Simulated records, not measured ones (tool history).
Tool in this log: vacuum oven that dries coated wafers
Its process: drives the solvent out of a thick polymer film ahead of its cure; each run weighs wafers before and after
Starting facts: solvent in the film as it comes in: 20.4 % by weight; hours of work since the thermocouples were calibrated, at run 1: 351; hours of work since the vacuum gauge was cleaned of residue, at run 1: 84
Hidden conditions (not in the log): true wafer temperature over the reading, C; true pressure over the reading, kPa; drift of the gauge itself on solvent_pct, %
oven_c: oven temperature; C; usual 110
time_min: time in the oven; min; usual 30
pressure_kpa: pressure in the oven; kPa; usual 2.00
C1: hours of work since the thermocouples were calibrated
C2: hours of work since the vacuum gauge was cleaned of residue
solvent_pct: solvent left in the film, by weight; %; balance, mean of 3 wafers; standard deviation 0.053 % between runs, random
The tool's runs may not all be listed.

run 1 hour=0.0 | oven_c=110 time_min=30 pressure_kpa=2.00 | C1=351 C2=84 | solvent_pct=1.88
run 2 hour=7.1 | oven_c=110 time_min=30 pressure_kpa=3.35 | C1=355 C2=88 | solvent_pct=2.60
run 3 hour=18.8 | oven_c=110 time_min=30 pressure_kpa=2.00 | C1=361 C2=94 | solvent_pct=1.83
run 4 hour=27.4 | oven_c=110 time_min=36 pressure_kpa=2.00 | C1=366 C2=99 | solvent_pct=1.45
run 5 hour=36.9 | oven_c=110 time_min=36 pressure_kpa=2.00 | C1=371 C2=104 | solvent_pct=1.45
run 6 hour=42.6 | oven_c=110 time_min=36 pressure_kpa=2.00 | C1=374 C2=107 | solvent_pct=1.45
run 7 hour=52.2 | oven_c=110 time_min=22 pressure_kpa=2.00 | C1=380 C2=112 | solvent_pct=2.63
run 8 hour=62.3 | oven_c=110 time_min=22 pressure_kpa=2.00 | C1=385 C2=118 | solvent_pct=2.82
run 9 hour=72.6 | oven_c=110 time_min=30 pressure_kpa=3.65 | C1=391 C2=124 | solvent_pct=2.64
run 10 hour=81.7 | oven_c=110 time_min=30 pressure_kpa=2.00 | C1=396 C2=128 | solvent_pct=1.88
run 11 hour=93.2 | oven_c=110 time_min=30 pressure_kpa=2.00 | C1=402 C2=135 | solvent_pct=1.83
run 12 hour=103.1 | oven_c=110 time_min=30 pressure_kpa=2.00 | C1=407 C2=140 | solvent_pct=1.89
run 13 hour=109.6 | oven_c=104 time_min=30 pressure_kpa=2.00 | C1=411 C2=144 | solvent_pct=2.81
run 14 hour=122.3 | oven_c=115 time_min=30 pressure_kpa=2.00 | C1=418 C2=150 | solvent_pct=1.33
run 15 hour=128.0 | oven_c=115 time_min=30 pressure_kpa=2.00 | C1=421 C2=154 | solvent_pct=1.39
run 16 hour=140.4 | oven_c=110 time_min=30 pressure_kpa=7.63 | C1=427 C2=160 | solvent_pct=4.99
run 17 hour=152.8 | oven_c=110 time_min=33 pressure_kpa=7.63 | C1=434 C2=167 | solvent_pct=4.80
run 18 hour=160.8 | oven_c=110 time_min=33 pressure_kpa=7.63 | C1=438 C2=171 | solvent_pct=4.76
run 19 hour=166.5 | oven_c=110 time_min=33 pressure_kpa=1.74 | C1=442 C2=174 | solvent_pct=1.53
run 20 hour=176.6 | oven_c=110 time_min=33 pressure_kpa=1.74 | C1=447 C2=180 | solvent_pct=1.52
run 21 hour=187.3 | oven_c=125 time_min=17 pressure_kpa=2.00 | C1=453 C2=186 | solvent_pct=1.38
run 22 hour=199.7 | oven_c=108 time_min=42 pressure_kpa=2.00 | C1=459 C2=192 | solvent_pct=1.51
run 23 hour=207.1 | oven_c=107 time_min=18 pressure_kpa=1.12 | C1=464 C2=196 | solvent_pct=3.75
run 24 hour=215.7 | oven_c=110 time_min=37 pressure_kpa=3.27 | C1=468 C2=201 | solvent_pct=2.24
-- hour=218.1 vacuum gauge cleaned of residue and calibrated
run 25 hour=222.7 | oven_c=110 time_min=37 pressure_kpa=3.27 | C1=471 C2=2 | solvent_pct=2.19
run 26 hour=233.2 | oven_c=110 time_min=22 pressure_kpa=3.41 | C1=477 C2=8 | solvent_pct=3.42
run 27 hour=242.1 | oven_c=110 time_min=22 pressure_kpa=3.41 | C1=482 C2=13 | solvent_pct=3.47
-- hour=245.6 vacuum gauge cleaned of residue and calibrated, once more
run 28 hour=251.9 | oven_c=110 time_min=22 pressure_kpa=3.41 | C1=486 C2=3 | solvent_pct=3.31
run 29 hour=257.5 | oven_c=110 time_min=30 pressure_kpa=3.20 | C1=489 C2=6 | solvent_pct=2.43
run 30 hour=267.4 | oven_c=117 time_min=37 pressure_kpa=2.00 | C1=495 C2=12 | solvent_pct=1.02
run 31 hour=274.4 | oven_c=108 time_min=21 pressure_kpa=3.63 | C1=498 C2=16 | solvent_pct=4.09
run 32 hour=285.9 | oven_c=117 time_min=45 pressure_kpa=3.87 | C1=505 C2=22 | solvent_pct=1.73
run 33 hour=295.2 | oven_c=96 time_min=30 pressure_kpa=1.67 | C1=510 C2=27 | solvent_pct=3.81
run 34 hour=300.4 | oven_c=114 time_min=18 pressure_kpa=1.39 | C1=513 C2=30 | solvent_pct=2.58
run 35 hour=308.9 | oven_c=114 time_min=18 pressure_kpa=1.39 | C1=517 C2=34 | solvent_pct=2.52
run 36 hour=320.5 | oven_c=114 time_min=18 pressure_kpa=1.39 | C1=523 C2=41 | solvent_pct=2.49
run 37 hour=327.8 | oven_c=110 time_min=18 pressure_kpa=2.20 | C1=527 C2=45 | solvent_pct=3.59
run 38 hour=339.4 | oven_c=96 time_min=30 pressure_kpa=3.44 | C1=534 C2=51 | solvent_pct=5.30
run 39 hour=347.7 | oven_c=99 time_min=33 pressure_kpa=4.23 | C1=538 C2=55 | solvent_pct=4.90

Describe how what the log doesn't record of the tool's condition differs between the last listed run preceding each entry between runs and the first listed run following it.
Run 24 -> run 25: vacuum gauge cleaned of residue and calibrated (hour 218.1)
  true pressure over the reading, kPa: 0.094 -> 0.145
  measured minus no-state result, solvent_pct: -0.01 -> +0.01 %
Run 27 -> run 28: vacuum gauge cleaned of residue and calibrated, once more (hour 245.6)
  true wafer temperature over the reading, C: 0.62 -> 0.63; true pressure over the reading, kPa: 0.149 -> -0.008
  measured minus no-state result, solvent_pct: -0.03 -> -0.12 %
